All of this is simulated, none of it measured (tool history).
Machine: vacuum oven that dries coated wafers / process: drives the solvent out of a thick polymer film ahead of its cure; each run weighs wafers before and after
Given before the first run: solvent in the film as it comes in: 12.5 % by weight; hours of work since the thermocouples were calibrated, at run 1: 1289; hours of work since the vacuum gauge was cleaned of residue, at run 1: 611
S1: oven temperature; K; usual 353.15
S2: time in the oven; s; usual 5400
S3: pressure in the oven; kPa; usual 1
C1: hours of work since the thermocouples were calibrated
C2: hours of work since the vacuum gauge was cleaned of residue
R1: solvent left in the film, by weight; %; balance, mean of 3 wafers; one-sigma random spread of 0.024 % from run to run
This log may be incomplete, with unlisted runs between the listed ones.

run     day      S1    S2    S3    C1    C2    R1
  1       0  353.15  5400     1  1289   611   1.8
  2   4.192  353.15  5400     1  1361   683  1.76
  3   6.446  353.15  9660     1  1400   722  0.67
  4   8.725  353.15  9660     1  1439   760  0.68
  5  13.096  353.15  9660     1  1513   835  0.71
  6  15.596  353.15  9660     1  1556   878  0.65
  7  18.504  353.15  9660     1  1606   928  0.71
  8  21.988  353.15  9660     1  1665   987  0.71
  9  25.204  353.15  9660     1  1720  1042  0.69
     25.992  -- vacuum gauge cleaned of residue and calibrated
     28.662  -- oven's thermocouples calibrated
 10  28.662  353.15  9660     1     0    44  0.72
 11  32.625  353.15  5400  2.51    68   112  2.34
 12  36.296  353.15  5040  2.51   130   175  2.58
 13  39.808  353.15  5040  2.51   191   235   2.5
 14  43.842  356.15  3360  2.67   260   304  2.99
 15  48.321  356.15  3360   0.8   336   380  2.34
 16  52.312  342.15  3360   0.8   404   448  6.35
 17  55.092  353.15  7980   1.7   452   496  1.22
 18  59.083  353.15  7980   1.7   520   564  1.25
 19  62.338  340.15  2760   1.7   576   620  7.77
 20      67  361.15  4200  1.12   655   699   0.9
 21  70.996  341.15  6240     1   724   768   4.7
 22  74.142  367.15  7200   0.5   777   822  0.14

3 ways to go on from here, each from the tool as it stands after run 22. What would each give?
  A  76.442  363.15  6360  1.02  817  861   ?
  B  76.442  350.15  5400  1.51  817  861   ?
  C  76.442  351.15  2700   0.5  817  861   ?

run    R1
  A  0.36
  B  2.71
  C  4.46
What these runs would have given with no unlogged condition in the tool:
run    R1
  A  0.36
  B  2.71
  C  4.47
